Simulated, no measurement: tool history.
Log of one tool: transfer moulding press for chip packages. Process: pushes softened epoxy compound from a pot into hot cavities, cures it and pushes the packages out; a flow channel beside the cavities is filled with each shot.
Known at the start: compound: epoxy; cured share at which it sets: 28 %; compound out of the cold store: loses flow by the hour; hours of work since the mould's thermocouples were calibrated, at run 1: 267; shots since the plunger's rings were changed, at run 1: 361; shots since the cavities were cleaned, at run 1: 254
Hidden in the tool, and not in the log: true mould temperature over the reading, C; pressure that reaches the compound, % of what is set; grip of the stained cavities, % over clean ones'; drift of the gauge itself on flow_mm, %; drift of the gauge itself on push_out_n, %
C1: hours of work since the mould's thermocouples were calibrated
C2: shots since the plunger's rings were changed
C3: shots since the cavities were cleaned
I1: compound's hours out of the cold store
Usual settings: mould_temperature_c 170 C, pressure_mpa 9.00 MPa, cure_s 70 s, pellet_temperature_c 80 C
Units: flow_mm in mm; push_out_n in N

run 1 hour=0.0 | mould_temperature_c=170 pressure_mpa=9.00 cure_s=70 pellet_temperature_c=80 | C1=267 C2=361 C3=254 | I1=36.0 | flow_mm=641 push_out_n=718
-- hour=16.6 cavities cleaned with cleaning compound and waxed
run 2 hour=18.4 | mould_temperature_c=170 pressure_mpa=7.09 cure_s=70 pellet_temperature_c=80 | C1=276 C2=561 C3=21 | I1=8.6 | flow_mm=650 push_out_n=527
run 3 hour=38.4 | mould_temperature_c=170 pressure_mpa=7.09 cure_s=70 pellet_temperature_c=80 | C1=287 C2=798 C3=258 | I1=42.2 | flow_mm=549 push_out_n=681
-- hour=55.7 cavities cleaned with cleaning compound and waxed
run 4 hour=58.6 | mould_temperature_c=170 pressure_mpa=7.09 cure_s=70 pellet_temperature_c=80 | C1=297 C2=1020 C3=35 | I1=47.3 | flow_mm=537 push_out_n=491
run 5 hour=71.8 | mould_temperature_c=170 pressure_mpa=7.09 cure_s=70 pellet_temperature_c=80 | C1=304 C2=1177 C3=192 | I1=17.7 | flow_mm=602 push_out_n=672
run 6 hour=86.4 | mould_temperature_c=170 pressure_mpa=7.09 cure_s=70 pellet_temperature_c=80 | C1=311 C2=1350 C3=365 | I1=22.2 | flow_mm=604 push_out_n=749
-- hour=93.6 cavities cleaned with cleaning compound and waxed
run 7 hour=109.2 | mould_temperature_c=170 pressure_mpa=9.29 cure_s=67 pellet_temperature_c=80 | C1=322 C2=1603 C3=185 | I1=8.5 | flow_mm=722 push_out_n=766
run 8 hour=120.2 | mould_temperature_c=177 pressure_mpa=9.29 cure_s=82 pellet_temperature_c=83 | C1=328 C2=1733 C3=315 | I1=44.8 | flow_mm=608 push_out_n=475
-- hour=131.8 cavities cleaned with cleaning compound and waxed
run 9 hour=137.4 | mould_temperature_c=177 pressure_mpa=9.29 cure_s=82 pellet_temperature_c=83 | C1=336 C2=1919 C3=67 | I1=9.1 | flow_mm=709 push_out_n=350
run 10 hour=152.4 | mould_temperature_c=177 pressure_mpa=8.32 cure_s=92 pellet_temperature_c=83 | C1=344 C2=2097 C3=245 | I1=14.9 | flow_mm=643 push_out_n=452
run 11 hour=162.9 | mould_temperature_c=177 pressure_mpa=8.32 cure_s=83 pellet_temperature_c=81 | C1=350 C2=2221 C3=369 | I1=43.7 | flow_mm=575 push_out_n=494
-- hour=170.7 cavities cleaned with cleaning compound and waxed
run 12 hour=179.1 | mould_temperature_c=177 pressure_mpa=8.32 cure_s=83 pellet_temperature_c=81 | C1=358 C2=2395 C3=99 | I1=22.2 | flow_mm=623 push_out_n=376

3 ways to go on from here, each from the tool as it stands after run 12. What would each give?
run A hour=203.1 | mould_temperature_c=166 pressure_mpa=9.88 cure_s=71 pellet_temperature_c=80 | C1=370 C2=2680 C3=384 | I1=47.6 | flow_mm=? push_out_n=?
run B hour=203.1 | mould_temperature_c=169 pressure_mpa=9.00 cure_s=70 pellet_temperature_c=80 | C1=370 C2=2680 C3=384 | I1=18.0 | flow_mm=? push_out_n=?
run C hour=203.1 | mould_temperature_c=164 pressure_mpa=10.47 cure_s=83 pellet_temperature_c=74 | C1=370 C2=2680 C3=384 | I1=47.3 | flow_mm=? push_out_n=?

run=A flow_mm=621 push_out_n=871
run=B flow_mm=671 push_out_n=799
run=C flow_mm=647 push_out_n=711
Without the tool's hidden state the same runs would have given:
run=A flow_mm=651 push_out_n=556
run=B flow_mm=703 push_out_n=514
run=C flow_mm=678 push_out_n=454
